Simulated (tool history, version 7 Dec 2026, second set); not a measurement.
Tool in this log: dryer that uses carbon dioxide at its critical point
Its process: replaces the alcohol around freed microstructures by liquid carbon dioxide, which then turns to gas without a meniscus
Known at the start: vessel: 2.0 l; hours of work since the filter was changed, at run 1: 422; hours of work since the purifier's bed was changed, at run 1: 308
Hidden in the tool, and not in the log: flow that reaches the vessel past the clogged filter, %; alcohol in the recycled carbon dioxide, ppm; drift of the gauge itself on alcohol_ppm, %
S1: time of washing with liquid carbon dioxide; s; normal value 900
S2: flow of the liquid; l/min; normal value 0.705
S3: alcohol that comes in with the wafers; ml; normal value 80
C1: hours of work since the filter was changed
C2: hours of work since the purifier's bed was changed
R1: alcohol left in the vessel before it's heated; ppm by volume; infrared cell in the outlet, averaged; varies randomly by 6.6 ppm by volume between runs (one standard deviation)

{"run": 1, "hour": 0.0, "S1": 900, "S2": 0.705, "S3": 80, "C1": 422, "C2": 308, "R1": 550}
{"run": 2, "hour": 31.1, "S1": 900, "S2": 0.705, "S3": 80, "C1": 438, "C2": 324, "R1": 560}
{"run": 3, "hour": 59.9, "S1": 900, "S2": 0.705, "S3": 80, "C1": 453, "C2": 339, "R1": 559}
{"run": 4, "hour": 93.0, "S1": 900, "S2": 0.705, "S3": 115, "C1": 471, "C2": 357, "R1": 781}
{"hour": 120.4, "done": "inlet filter changed"}
{"run": 5, "hour": 126.9, "S1": 900, "S2": 0.705, "S3": 80, "C1": 3, "C2": 374, "R1": 404}
{"run": 6, "hour": 148.4, "S1": 900, "S2": 0.705, "S3": 80, "C1": 15, "C2": 385, "R1": 413}
{"run": 7, "hour": 167.9, "S1": 900, "S2": 0.705, "S3": 80, "C1": 25, "C2": 395, "R1": 412}
{"run": 8, "hour": 208.2, "S1": 900, "S2": 0.705, "S3": 80, "C1": 46, "C2": 416, "R1": 448}
{"run": 9, "hour": 239.1, "S1": 900, "S2": 0.705, "S3": 80, "C1": 62, "C2": 432, "R1": 436}
{"run": 10, "hour": 275.8, "S1": 1320, "S2": 0.705, "S3": 80, "C1": 81, "C2": 451, "R1": 171}
{"run": 11, "hour": 293.5, "S1": 1320, "S2": 0.705, "S3": 80, "C1": 90, "C2": 461, "R1": 181}
{"run": 12, "hour": 334.9, "S1": 1320, "S2": 0.705, "S3": 37, "C1": 112, "C2": 482, "R1": 174}
{"run": 13, "hour": 360.5, "S1": 1320, "S2": 0.705, "S3": 37, "C1": 125, "C2": 496, "R1": 162}
{"run": 14, "hour": 387.0, "S1": 1200, "S2": 0.705, "S3": 80, "C1": 139, "C2": 510, "R1": 217}
{"run": 15, "hour": 421.8, "S1": 780, "S2": 0.496, "S3": 94, "C1": 157, "C2": 528, "R1": 2702}
{"hour": 428.6, "done": "purifier's bed changed"}
{"run": 16, "hour": 446.8, "S1": 600, "S2": 0.496, "S3": 29, "C1": 169, "C2": 9, "R1": 1545}
{"run": 17, "hour": 475.2, "S1": 600, "S2": 0.496, "S3": 29, "C1": 184, "C2": 24, "R1": 1544}
{"run": 18, "hour": 506.7, "S1": 720, "S2": 0.705, "S3": 32, "C1": 200, "C2": 41, "R1": 383}
{"run": 19, "hour": 525.0, "S1": 780, "S2": 0.677, "S3": 21, "C1": 210, "C2": 50, "R1": 226}
{"run": 20, "hour": 560.5, "S1": 780, "S2": 0.677, "S3": 46, "C1": 228, "C2": 69, "R1": 505}
{"run": 21, "hour": 600.6, "S1": 780, "S2": 0.677, "S3": 46, "C1": 249, "C2": 90, "R1": 519}
{"run": 22, "hour": 621.1, "S1": 1380, "S2": 0.813, "S3": 83, "C1": 260, "C2": 101, "R1": 54}
{"run": 23, "hour": 639.8, "S1": 900, "S2": 0.705, "S3": 63, "C1": 270, "C2": 110, "R1": 345}
{"run": 24, "hour": 668.9, "S1": 600, "S2": 0.682, "S3": 80, "C1": 285, "C2": 125, "R1": 2086}

Consider 5 possible next runs. They are alternatives, not a sequence: every one starts from the tool as it was left by run 24. What does each give?
{"run": "A", "hour": 692.5, "S1": 600, "S2": 0.764, "S3": 69, "C1": 297, "C2": 138, "R1": "?"}
{"run": "B", "hour": 692.5, "S1": 660, "S2": 0.569, "S3": 80, "C1": 297, "C2": 138, "R1": "?"}
{"run": "C", "hour": 692.5, "S1": 780, "S2": 0.88, "S3": 45, "C1": 297, "C2": 138, "R1": "?"}
{"run": "D", "hour": 692.5, "S1": 600, "S2": 1.048, "S3": 74, "C1": 297, "C2": 138, "R1": "?"}
{"run": "E", "hour": 692.5, "S1": 960, "S2": 0.836, "S3": 93, "C1": 297, "C2": 138, "R1": "?"}

run=A R1=1298
run=B R1=2680
run=C R1=196
run=D R1=437
run=E R1=185
Stripped of hidden state, with their random variation kept, the same runs would have yielded:
run=A R1=975
run=B R1=2144
run=C R1=106
run=D R1=283
run=E R1=95
